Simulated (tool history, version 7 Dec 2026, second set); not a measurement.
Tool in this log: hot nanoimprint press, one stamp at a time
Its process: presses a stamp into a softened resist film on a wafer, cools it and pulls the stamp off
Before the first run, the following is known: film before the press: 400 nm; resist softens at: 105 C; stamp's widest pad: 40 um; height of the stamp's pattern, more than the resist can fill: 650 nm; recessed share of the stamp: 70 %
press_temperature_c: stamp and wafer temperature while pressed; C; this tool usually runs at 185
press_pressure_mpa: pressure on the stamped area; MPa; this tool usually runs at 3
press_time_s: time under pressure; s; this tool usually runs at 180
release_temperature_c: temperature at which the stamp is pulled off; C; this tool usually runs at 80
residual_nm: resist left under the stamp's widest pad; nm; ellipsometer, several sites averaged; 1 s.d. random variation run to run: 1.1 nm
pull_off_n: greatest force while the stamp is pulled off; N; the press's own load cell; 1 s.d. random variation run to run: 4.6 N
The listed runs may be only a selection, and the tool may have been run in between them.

Run 1, hour 0: usual settings. Result: residual_nm 172.4 nm, pull_off_n 245 N.
Run 2, hour 39.4: usual settings but press_temperature_c 175 C. Result: residual_nm 233.7 nm, pull_off_n 256 N.
Run 3, hour 63.1: usual settings but press_pressure_mpa 2.49 MPa. Result: residual_nm 189.1 nm, pull_off_n 262 N.
At hour 104.2: stamp cleaned and given a new release coat.
Run 4, hour 121.9: usual settings but press_pressure_mpa 2.41 MPa. Result: residual_nm 191.8 nm, pull_off_n 229 N.
Run 5, hour 157.1: usual settings. Result: residual_nm 171.8 nm, pull_off_n 236 N.
Run 6, hour 189.1: usual settings. Result: residual_nm 171.7 nm, pull_off_n 235 N.
Run 7, hour 219.4: usual settings. Result: residual_nm 173.1 nm, pull_off_n 242 N.
Run 8, hour 256.1: usual settings. Result: residual_nm 173.7 nm, pull_off_n 247 N.
Run 9, hour 286: usual settings. Result: residual_nm 173.1 nm, pull_off_n 266 N.
Run 10, hour 314: usual settings but press_temperature_c 181 C, release_temperature_c 81 C. Result: residual_nm 197.4 nm, pull_off_n 264 N.
At hour 324.4: stamp cleaned and given a new release coat.
Run 11, hour 348.5: usual settings but press_temperature_c 181 C, press_pressure_mpa 2.55 MPa, press_time_s 334 s, release_temperature_c 75 C. Result: residual_nm 170 nm, pull_off_n 242 N.
Run 12, hour 393.2: usual settings but press_temperature_c 182 C, press_time_s 239 s, release_temperature_c 70 C. Result: residual_nm 173.3 nm, pull_off_n 279 N.
At hour 424.5: press's hydraulic seals changed and the load cell set to zero.
Run 13, hour 433.6: usual settings but press_pressure_mpa 2.07 MPa, press_time_s 157 s, release_temperature_c 77 C. Result: residual_nm 214.3 nm, pull_off_n 256 N.
Run 14, hour 459.6: usual settings but press_temperature_c 174 C. Result: residual_nm 242.9 nm, pull_off_n 254 N.

3 ways to go on from here, each from the tool as it stands after run 14. What would each give?
Run A, hour 501.6: usual settings but press_temperature_c 190 C, press_pressure_mpa 3.85 MPa, release_temperature_c 74 C. Result: residual_nm ?, pull_off_n ?.
Run B, hour 501.6: usual settings but press_temperature_c 174 C, press_pressure_mpa 1.81 MPa. Result: residual_nm ?, pull_off_n ?.
Run C, hour 501.6: usual settings but release_temperature_c 71 C. Result: residual_nm ?, pull_off_n ?.

run  residual_nm  pull_off_n
  A        129.1         288
  B        294.4         257
  C        172.5         292
With no hidden state in the tool, these same runs would have given:
run  residual_nm  pull_off_n
  A        125.6         252
  B          289         224
  C          168         255
